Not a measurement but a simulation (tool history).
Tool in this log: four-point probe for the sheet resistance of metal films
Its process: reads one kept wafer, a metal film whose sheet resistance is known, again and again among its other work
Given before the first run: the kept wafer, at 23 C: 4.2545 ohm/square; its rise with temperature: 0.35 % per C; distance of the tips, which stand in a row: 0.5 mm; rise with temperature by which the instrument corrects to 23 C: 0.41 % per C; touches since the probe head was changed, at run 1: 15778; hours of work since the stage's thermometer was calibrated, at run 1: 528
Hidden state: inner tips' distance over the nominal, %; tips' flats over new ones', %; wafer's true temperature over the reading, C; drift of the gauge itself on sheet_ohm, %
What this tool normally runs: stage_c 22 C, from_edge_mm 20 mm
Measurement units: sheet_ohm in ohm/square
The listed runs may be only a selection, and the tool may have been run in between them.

run	hour	stage_c	from_edge_mm	touches since the probe head was changed	hours of work since the stage's thermometer was calibrated	sheet_ohm
1	0.0	22	20	15778	528	4.281736
2	16.8	22	20	16319	540	4.282025
3	38.8	22	20	17029	555	4.282690
4	60.7	22	20	17737	570	4.281431
5	80.5	22	20	18377	584	4.284201
6	99.3	26	20	18984	597	4.272456
7	124.4	26	20	19794	614	4.272163
8	150.2	26	20	20629	632	4.273033
9	168.9	20	51	21232	645	4.287503
10	187.4	25	6	21829	657	4.290177
11	209.2	25	6	22532	672	4.291666
12	220.6	25	6	22902	680	4.291406

Alternative continuations, all from the tool just after run 12; predict every row:
A	240.8	22	17	23552	694	?
B	240.8	29	6	23552	694	?
C	240.8	18	16	23552	694	?

run	sheet_ohm
A	4.286140
B	4.282260
C	4.296148
Take away the tool's hidden state, keep each run's random variation, and the runs would have read:
run	sheet_ohm
A	4.259929
B	4.256135
C	4.269841
